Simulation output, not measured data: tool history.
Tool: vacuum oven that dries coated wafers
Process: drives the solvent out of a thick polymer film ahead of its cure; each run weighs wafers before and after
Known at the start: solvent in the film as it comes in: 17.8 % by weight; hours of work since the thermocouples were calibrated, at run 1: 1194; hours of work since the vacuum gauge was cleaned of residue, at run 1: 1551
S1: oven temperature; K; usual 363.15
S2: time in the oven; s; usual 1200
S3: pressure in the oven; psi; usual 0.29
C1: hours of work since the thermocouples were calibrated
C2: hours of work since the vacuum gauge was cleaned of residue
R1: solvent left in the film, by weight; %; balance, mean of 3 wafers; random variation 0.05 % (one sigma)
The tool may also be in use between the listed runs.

run 1 hour=0 | S1=363.15 S2=1200 S3=0.29 | C1=1194 C2=1551 | R1=2.2
run 2 hour=37.4 | S1=363.15 S2=1200 S3=0.29 | C1=1216 C2=1574 | R1=2.22
-- hour=85 oven's thermocouples calibrated
run 3 hour=97.7 | S1=369.15 S2=1200 S3=0.29 | C1=8 C2=1609 | R1=1.46
run 4 hour=133.5 | S1=369.15 S2=1200 S3=0.29 | C1=29 C2=1631 | R1=1.49
run 5 hour=187.1 | S1=363.15 S2=1200 S3=0.29 | C1=62 C2=1663 | R1=2.16
run 6 hour=218.7 | S1=363.15 S2=1200 S3=0.29 | C1=81 C2=1682 | R1=2.22
run 7 hour=278.4 | S1=363.15 S2=1200 S3=0.29 | C1=117 C2=1719 | R1=2.19
run 8 hour=310.3 | S1=363.15 S2=1200 S3=0.29 | C1=137 C2=1738 | R1=2.14
run 9 hour=345.7 | S1=352.15 S2=1200 S3=0.29 | C1=158 C2=1760 | R1=4.31
run 10 hour=384 | S1=352.15 S2=1200 S3=0.29 | C1=182 C2=1783 | R1=4.53
run 11 hour=441.2 | S1=352.15 S2=1200 S3=0.29 | C1=216 C2=1817 | R1=4.42
run 12 hour=471.4 | S1=352.15 S2=1200 S3=0.29 | C1=235 C2=1836 | R1=4.44
run 13 hour=508 | S1=352.15 S2=1200 S3=0.29 | C1=257 C2=1858 | R1=4.47
run 14 hour=538.2 | S1=352.15 S2=1200 S3=0.29 | C1=275 C2=1876 | R1=4.45
run 15 hour=569.5 | S1=352.15 S2=1200 S3=0.29 | C1=294 C2=1895 | R1=4.46
run 16 hour=620.7 | S1=352.15 S2=1200 S3=0.29 | C1=325 C2=1926 | R1=4.41
run 17 hour=664.8 | S1=352.15 S2=1200 S3=0.29 | C1=352 C2=1953 | R1=4.5
run 18 hour=698.1 | S1=363.15 S2=1200 S3=0.29 | C1=372 C2=1974 | R1=2.17
-- hour=703.7 vacuum gauge cleaned of residue and calibrated
run 19 hour=730.4 | S1=363.15 S2=1200 S3=0.29 | C1=391 C2=16 | R1=2.23
run 20 hour=782 | S1=363.15 S2=1200 S3=0.29 | C1=422 C2=48 | R1=2.23
run 21 hour=819.3 | S1=363.15 S2=1620 S3=0.29 | C1=445 C2=70 | R1=1.99
run 22 hour=869.5 | S1=363.15 S2=1200 S3=1.101 | C1=475 C2=101 | R1=6.61
run 23 hour=928.2 | S1=363.15 S2=1200 S3=1.101 | C1=511 C2=136 | R1=6.43
run 24 hour=960.1 | S1=363.15 S2=1200 S3=1.101 | C1=530 C2=156 | R1=6.52
run 25 hour=1016.9 | S1=372.15 S2=720 S3=1.115 | C1=565 C2=190 | R1=4.98
run 26 hour=1053.6 | S1=358.15 S2=780 S3=1.085 | C1=587 C2=212 | R1=8.94
-- hour=1085.7 vacuum gauge cleaned of residue and calibrated, once more
run 27 hour=1114.8 | S1=352.15 S2=780 S3=0.395 | C1=624 C2=18 | R1=6.62
run 28 hour=1157.8 | S1=352.15 S2=780 S3=0.395 | C1=650 C2=44 | R1=6.76
run 29 hour=1220.1 | S1=373.15 S2=1200 S3=0.29 | C1=687 C2=82 | R1=1.13
run 30 hour=1276.3 | S1=349.15 S2=1800 S3=0.972 | C1=722 C2=116 | R1=9.63
run 31 hour=1316.3 | S1=363.15 S2=720 S3=0.263 | C1=746 C2=140 | R1=3.28
run 32 hour=1351.7 | S1=365.15 S2=1200 S3=1.139 | C1=767 C2=162 | R1=5.96
run 33 hour=1380.5 | S1=365.15 S2=900 S3=1.139 | C1=785 C2=179 | R1=6.21
run 34 hour=1416.9 | S1=365.15 S2=1200 S3=0.799 | C1=807 C2=201 | R1=4.27
run 35 hour=1464.7 | S1=354.15 S2=1980 S3=0.553 | C1=836 C2=230 | R1=4.44
run 36 hour=1505.1 | S1=368.15 S2=1980 S3=0.358 | C1=861 C2=255 | R1=1.54
run 37 hour=1543.3 | S1=358.15 S2=1260 S3=0.29 | C1=884 C2=278 | R1=2.79
run 38 hour=1602.7 | S1=358.15 S2=1080 S3=0.29 | C1=920 C2=314 | R1=3.18
run 39 hour=1632.8 | S1=357.15 S2=1200 S3=0.29 | C1=938 C2=332 | R1=3.11
run 40 hour=1680.6 | S1=358.15 S2=2040 S3=0.271 | C1=967 C2=361 | R1=1.96
run 41 hour=1739 | S1=358.15 S2=2040 S3=0.271 | C1=1003 C2=397 | R1=2
run 42 hour=1799.4 | S1=358.15 S2=2040 S3=0.271 | C1=1039 C2=433 | R1=2
run 43 hour=1854.2 | S1=357.15 S2=900 S3=0.261 | C1=1072 C2=467 | R1=3.95

Forecast run 44:
run 44 hour=1888 | S1=369.15 S2=900 S3=0.29 | C1=1093 C2=487 | R1=?

Run 44 gave R1 1.8 %.
Without the tool's hidden state the same run would have given R1 1.64 %.
